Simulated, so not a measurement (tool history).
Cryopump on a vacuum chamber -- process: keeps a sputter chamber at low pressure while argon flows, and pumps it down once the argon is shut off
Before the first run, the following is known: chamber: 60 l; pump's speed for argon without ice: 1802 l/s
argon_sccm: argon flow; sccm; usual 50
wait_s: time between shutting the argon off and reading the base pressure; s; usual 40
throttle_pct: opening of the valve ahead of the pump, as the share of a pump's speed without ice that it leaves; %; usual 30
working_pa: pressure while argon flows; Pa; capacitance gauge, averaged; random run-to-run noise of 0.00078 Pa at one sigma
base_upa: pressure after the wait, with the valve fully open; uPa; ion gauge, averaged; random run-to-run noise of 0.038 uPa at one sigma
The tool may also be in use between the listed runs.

run,hour,argon_sccm,wait_s,throttle_pct,working_pa,base_upa
1,0.0,50,40,30,0.1590,3.21
2,51.7,50,40,30,0.1610,3.27
3,75.6,50,40,30,0.1593,3.26
4,114.7,50,40,30,0.1606,3.25
5,151.5,50,40,30,0.1609,3.34
6,200.9,50,40,59,0.0848,3.36
7,251.4,50,40,59,0.0856,3.39
8,296.1,50,40,54,0.0954,2.18
9,349.2,50,40,30,0.1642,2.23
10,387.6,50,40,30,0.1634,2.23
11,419.8,50,40,30,0.1648,2.22
12,464.6,50,40,30,0.1555,2.20
13,515.4,50,40,58,0.0825,2.13
14,547.8,38,40,58,0.0619,2.25
15,581.1,38,40,58,0.0627,2.32
16,606.7,30,95,57,0.0508,1.10
17,636.2,23,80,20,0.1082,1.28
18,679.7,42,80,21,0.1902,1.34
19,728.8,42,80,50,0.0815,1.34
20,775.4,89,80,25,0.3408,1.36
21,828.0,88,80,17,0.4949,1.40
22,866.5,63,40,30,0.2034,2.33
23,892.8,50,40,39,0.1248,2.37
24,936.7,50,40,39,0.1260,2.44
25,987.2,50,60,22,0.2196,1.76
26,1029.9,35,190,38,0.0907,0.89
27,1076.1,82,197,30,0.2699,0.89
28,1127.9,82,197,30,0.2685,0.99

The log once held 2 entries between its listed runs, left out of this copy. Where does each go, and what is different about the tool's unlogged condition between the listed run before it and the listed run after it?
Run 7 -> run 8: leaking fittings of the chamber tightened, without venting (hour 278.3)
  pump's speed, % of a pump's without ice: 89.5 -> 88.7; cold plate's temperature, K: 12.54 -> 12.55; leak into the chamber, uPa l/s: 2303 -> 324
  measured result minus the result with no hidden state, working_pa: +0.0060 -> +0.0067 Pa; base_upa: +1.28 -> +0.04 uPa
Run 11 -> run 12: pump warmed up, emptied and cooled again (hour 462.9)
  pump's speed, % of a pump's without ice: 86.3 -> 99.9; cold plate's temperature, K: 12.59 -> 12.6; leak into the chamber, uPa l/s: 405 -> 430
  measured result minus the result with no hidden state, working_pa: +0.0081 -> +0.0006 Pa; base_upa: +0.10 -> +0.08 uPa
